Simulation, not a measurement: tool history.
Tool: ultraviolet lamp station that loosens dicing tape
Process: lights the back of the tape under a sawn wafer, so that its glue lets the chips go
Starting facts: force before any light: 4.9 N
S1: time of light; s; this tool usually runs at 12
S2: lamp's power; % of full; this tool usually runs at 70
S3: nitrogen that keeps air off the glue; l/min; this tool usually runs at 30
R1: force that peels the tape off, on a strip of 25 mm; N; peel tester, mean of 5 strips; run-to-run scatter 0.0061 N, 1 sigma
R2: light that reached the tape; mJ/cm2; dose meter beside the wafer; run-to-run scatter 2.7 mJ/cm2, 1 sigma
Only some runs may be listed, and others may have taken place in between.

run 1 hour=0.0 | S1=12 S2=70 S3=30 | R1=0.190 R2=346
run 2 hour=9.0 | S1=12 S2=70 S3=30 | R1=0.180 R2=352
run 3 hour=15.7 | S1=12 S2=70 S3=30 | R1=0.175 R2=352
run 4 hour=27.5 | S1=12 S2=70 S3=30 | R1=0.177 R2=348
-- hour=34.5 window cleaned of glue's vapour
run 5 hour=43.1 | S1=12 S2=70 S3=30 | R1=0.185 R2=351
run 6 hour=54.9 | S1=12 S2=70 S3=18 | R1=0.263 R2=352
run 7 hour=64.8 | S1=12 S2=79 S3=30 | R1=0.136 R2=403
run 8 hour=73.8 | S1=12 S2=79 S3=18 | R1=0.191 R2=395
run 9 hour=88.5 | S1=12 S2=79 S3=18 | R1=0.195 R2=396
run 10 hour=95.4 | S1=12 S2=79 S3=18 | R1=0.196 R2=397
run 11 hour=106.3 | S1=12 S2=70 S3=30 | R1=0.185 R2=348
run 12 hour=119.5 | S1=20 S2=70 S3=30 | R1=0.061 R2=589
run 13 hour=126.4 | S1=12 S2=70 S3=30 | R1=0.186 R2=351
run 14 hour=141.5 | S1=12 S2=70 S3=30 | R1=0.184 R2=352
run 15 hour=154.2 | S1=12 S2=70 S3=30 | R1=0.177 R2=352
run 16 hour=163.2 | S1=12 S2=70 S3=30 | R1=0.183 R2=350
run 17 hour=169.9 | S1=12 S2=70 S3=30 | R1=0.180 R2=351
run 18 hour=178.5 | S1=12 S2=70 S3=30 | R1=0.186 R2=345
run 19 hour=189.3 | S1=12 S2=70 S3=30 | R1=0.186 R2=348
run 20 hour=195.5 | S1=12 S2=70 S3=21 | R1=0.238 R2=351
run 21 hour=209.2 | S1=12 S2=70 S3=30 | R1=0.172 R2=351
run 22 hour=217.0 | S1=12 S2=70 S3=30 | R1=0.184 R2=351
run 23 hour=232.2 | S1=12 S2=70 S3=30 | R1=0.181 R2=350
run 24 hour=241.7 | S1=22 S2=84 S3=51 | R1=0.056 R2=775
run 25 hour=250.9 | S1=22 S2=84 S3=51 | R1=0.043 R2=768
run 26 hour=259.1 | S1=13 S2=70 S3=15 | R1=0.256 R2=382
run 27 hour=270.7 | S1=13 S2=70 S3=10 | R1=0.367 R2=381
run 28 hour=278.1 | S1=13 S2=96 S3=14 | R1=0.114 R2=517
run 29 hour=292.7 | S1=13 S2=80 S3=21 | R1=0.138 R2=437
run 30 hour=308.1 | S1=15 S2=72 S3=11 | R1=0.224 R2=449
run 31 hour=318.3 | S1=15 S2=72 S3=11 | R1=0.211 R2=451
run 32 hour=330.2 | S1=12 S2=69 S3=53 | R1=0.126 R2=348
run 33 hour=341.5 | S1=7 S2=70 S3=46 | R1=0.514 R2=206
run 34 hour=350.7 | S1=10 S2=100 S3=30 | R1=0.118 R2=415
-- hour=353.1 window cleaned of glue's vapour
run 35 hour=366.0 | S1=10 S2=100 S3=30 | R1=0.115 R2=423
run 36 hour=378.7 | S1=12 S2=69 S3=28 | R1=0.201 R2=347
run 37 hour=392.1 | S1=12 S2=69 S3=28 | R1=0.188 R2=351
run 38 hour=405.4 | S1=12 S2=74 S3=13 | R1=0.309 R2=370
run 39 hour=414.4 | S1=14 S2=90 S3=13 | R1=0.132 R2=536
run 40 hour=423.1 | S1=12 S2=66 S3=13 | R1=0.391 R2=331
run 41 hour=430.2 | S1=12 S2=66 S3=13 | R1=0.393 R2=331
run 42 hour=442.7 | S1=18 S2=67 S3=13 | R1=0.126 R2=501
run 43 hour=449.9 | S1=11 S2=67 S3=32 | R1=0.245 R2=309

Table of differences, measured result less the result of that run with no hidden state. Run-to-run variation is the same in both. Gauge scatter possibly is not:
The hidden state here: lamp's light, % of a new lamp's; light that the window lets through, % of a clean one's; drift of the gauge itself on peel_n, %; drift of the gauge itself on dose_mj_cm2, %.
run=1 R2=-1
run=2 R2=-1
run=3 R2=-1
run=4 R2=-1
run=5 R2=-1
run=6 R2=-1
run=7 R2=-1
run=8 R2=-1
run=9 R2=-1
run=10 R2=-1
run=11 R2=-1
run=12 R2=-1
run=13 R2=-1
run=14 R2=-1
run=15 R2=-1
run=16 R2=-2
run=17 R2=-1
run=18 R2=-1
run=19 R2=-1
run=20 R2=-1
run=21 R2=-1
run=22 R2=-2
run=23 R2=-1
run=24 R2=-3
run=25 R2=-3
run=26 R2=-2
run=27 R2=-2
run=28 R2=-2
run=29 R2=-2
run=30 R2=-2
run=31 R2=-2
run=32 R2=-2
run=33 R2=-1
run=34 R2=-2
run=35 R2=-2
run=36 R2=-2
run=37 R2=-2
run=38 R2=-1
run=39 R2=-2
run=40 R2=-2
run=41 R2=-1
run=42 R2=-2
run=43 R2=-1
R1 without the hidden state stays within 0.005 N of what was measured, in all runs.
